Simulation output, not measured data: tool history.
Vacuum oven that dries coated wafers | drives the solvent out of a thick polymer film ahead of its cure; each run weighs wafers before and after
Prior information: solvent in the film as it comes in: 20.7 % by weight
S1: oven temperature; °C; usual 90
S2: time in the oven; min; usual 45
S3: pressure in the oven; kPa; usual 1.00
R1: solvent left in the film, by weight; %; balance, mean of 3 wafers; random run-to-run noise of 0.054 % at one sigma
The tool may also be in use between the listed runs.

run   hour  S1  S2    S3    R1
  1    0.0  90  45  1.00  1.87
  2   16.8  87  45  1.00  2.43
  3   24.9  82  45  1.00  3.43
  4   33.6  90  45  1.00  1.93
  5   50.9  90  45  1.00  1.97
  6   65.3  90  45  1.00  1.99
  7   82.2  90  45  1.00  1.89
  8   90.1  90  45  1.00  1.86
  9  102.5  90  45  1.00  1.95
 10  112.4  90  45  1.00  1.92
 11  125.2  90  45  1.00  1.94
 12  135.0  82  45  1.00  3.45
 13  148.2  82  45  1.00  3.40
 14  161.1  82  45  1.00  3.40
 15  179.4  95  71  0.97  1.30
 16  195.6  81  49  1.48  4.23
 17  204.7  94  45  0.80  1.34
 18  219.5  94  45  3.02  3.93

Estimate the outcome of run 19 from the log above:
 19  237.6  97  25  0.85   ?

{"run 19": {"R1": 2.1}}
Without the tool's hidden state the same run would have given R1 2.16 %.

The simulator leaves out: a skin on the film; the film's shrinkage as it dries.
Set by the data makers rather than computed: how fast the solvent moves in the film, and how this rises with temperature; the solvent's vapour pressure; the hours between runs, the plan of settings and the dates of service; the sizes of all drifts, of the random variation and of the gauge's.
